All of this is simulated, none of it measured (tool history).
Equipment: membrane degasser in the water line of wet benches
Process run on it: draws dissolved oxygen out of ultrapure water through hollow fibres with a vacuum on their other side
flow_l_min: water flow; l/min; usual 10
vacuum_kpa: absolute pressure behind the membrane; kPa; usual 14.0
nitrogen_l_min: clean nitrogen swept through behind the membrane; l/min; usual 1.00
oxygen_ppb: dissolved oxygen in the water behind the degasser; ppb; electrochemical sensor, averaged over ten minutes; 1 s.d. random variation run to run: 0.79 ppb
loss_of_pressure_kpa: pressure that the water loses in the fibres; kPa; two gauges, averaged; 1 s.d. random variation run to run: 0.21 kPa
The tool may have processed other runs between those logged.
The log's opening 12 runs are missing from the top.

run	day	flow_l_min	vacuum_kpa	nitrogen_l_min	hours since the membrane was changed	hours since the vacuum gauge was calibrated	hours since the vacuum lines were made tight	oxygen_ppb	loss_of_pressure_kpa
13	46.808	10	12.1	1.00	4681	693	1427	212.2	51.80
14	52.662	10	12.1	1.00	4821	833	1568	212.9	50.95
15	57.317	10	12.1	1.00	4933	945	1679	213.1	50.86
16	62.546	10	12.1	1.00	5058	1070	1805	212.3	51.25
17	67.367	7	12.1	1.00	5174	1186	1920	152.4	35.78
18	71.112	15	8.4	0.65	5264	1276	2010	269.1	76.73
19	77.138	15	8.4	1.05	5408	1421	2155	181.9	77.45
20	81.679	15	8.4	1.05	5517	1529	2264	182.1	76.49
21	87.912	8	8.4	0.50	5667	1679	2414	192.7	40.94
22	91.404	8	21.6	0.50	5751	1763	2497	634.6	41.38
23	97.583	8	21.6	0.50	5899	1911	2646	642.7	41.00
24	103.204	8	21.6	0.50	6034	2046	2781	635.7	41.44
25	107.942	7	14.1	1.00	6148	2160	2894	186.2	36.25
26	112.554	7	28.1	2.68	6258	2271	3005	165.9	35.78
27	115.575	10	14.0	0.49	6331	2343	3077	475.7	51.50
28	119.533	10	14.0	0.49	6426	2438	3173	475.7	51.74
29	124.138	10	14.0	0.49	6536	2549	3283	477.6	51.89
30	129.700	10	14.0	1.59	6670	2682	3416	171.1	51.69
31	133.717	16	13.1	0.67	6766	2778	3513	506.8	82.35

5 options for the next run, each taken on its own from the tool as it stands now. Forecast them:
A	138.196	10	14.0	0.87	6874	2886	3620	?	?
B	138.196	10	13.1	0.67	6874	2886	3620	?	?
C	138.196	7	28.1	1.41	6874	2886	3620	?	?
D	138.196	10	14.0	2.18	6874	2886	3620	?	?
E	138.196	15	27.9	2.19	6874	2886	3620	?	?

run	oxygen_ppb	loss_of_pressure_kpa
A	295.7	51.83
B	338.2	51.96
C	304.1	36.37
D	128.0	51.60
E	404.4	77.83
Without the tool's hidden state the same runs would have given:
run	oxygen_ppb	loss_of_pressure_kpa
A	289.4	50.53
B	331.6	50.65
C	295.5	35.46
D	124.3	50.30
E	397.4	75.87
